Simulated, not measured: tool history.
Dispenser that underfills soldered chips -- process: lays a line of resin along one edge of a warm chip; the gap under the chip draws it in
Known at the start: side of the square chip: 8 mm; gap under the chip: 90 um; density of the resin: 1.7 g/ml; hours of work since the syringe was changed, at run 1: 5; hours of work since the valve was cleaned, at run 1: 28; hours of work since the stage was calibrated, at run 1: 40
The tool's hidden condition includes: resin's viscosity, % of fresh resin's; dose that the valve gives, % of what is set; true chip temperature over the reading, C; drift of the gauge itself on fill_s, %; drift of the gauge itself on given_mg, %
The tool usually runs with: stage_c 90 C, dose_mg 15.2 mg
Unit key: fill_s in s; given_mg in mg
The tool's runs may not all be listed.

run   hour  stage_c  dose_mg  hours of work since the syringe was changed  hours of work since the valve was cleaned  hours of work since the stage was calibrated  fill_s  given_mg
  1    0.0       90     15.2                                            5                                         28                                            40    25.8     14.88
       9.8  -- new syringe of resin
  2   12.3       90     15.2                                            2                                         37                                            48    22.9     14.64
  3   19.0       90     15.2                                            6                                         41                                            53    28.8     14.60
      25.9  -- new syringe of resin
  4   32.3       90     15.2                                            4                                         50                                            61    26.5     14.43
      42.2  -- new syringe of resin
  5   47.0       90     15.2                                            3                                         60                                            71    25.2     14.27
      58.2  -- dispensing valve cleaned and set on the balance
      59.2  -- new syringe of resin
  6   59.2       90     15.2                                            0                                          0                                            79    21.2     15.29
  7   70.0       90     15.2                                            7                                          8                                            86    28.6     15.01
      75.4  -- new syringe of resin
  8   82.7       90     15.2                                            5                                         16                                            94    26.3     14.95
      92.5  -- new syringe of resin
  9   96.2       86     15.2                                            2                                         25                                           103    26.7     14.69
 10  107.6       97     15.6                                           10                                         33                                           111    25.8     15.07
     109.0  -- new syringe of resin
 11  114.3       97     15.6                                            4                                         37                                           115    19.5     15.00
     125.1  -- new syringe of resin
 12  125.8       92     16.9                                            0                                         45                                           123    20.2     16.30
 13  138.9       96     17.7                                            9                                         54                                           132    26.7     16.83
     141.4  -- new syringe of resin
 14  154.4       96     17.7                                            9                                         64                                           142    26.5     16.80
     157.6  -- new syringe of resin
     160.0  -- dispensing valve cleaned and set on the balance
 15  163.4       91     13.4                                            3                                          2                                           147    25.0     13.39
     175.6  -- new syringe of resin
 16  179.3       91     13.4                                            3                                         13                                           158    24.7     13.21

What will run 17 give?
     192.2  -- new syringe of resin
 17  192.4       91     13.5                                            0                                         22                                           167       ?         ?

{"run 17": {"fill_s": 22.1, "given_mg": 13.1}}
With no hidden state in the tool, this same run would have given fill_s 21.5 s, given_mg 13.38 mg.
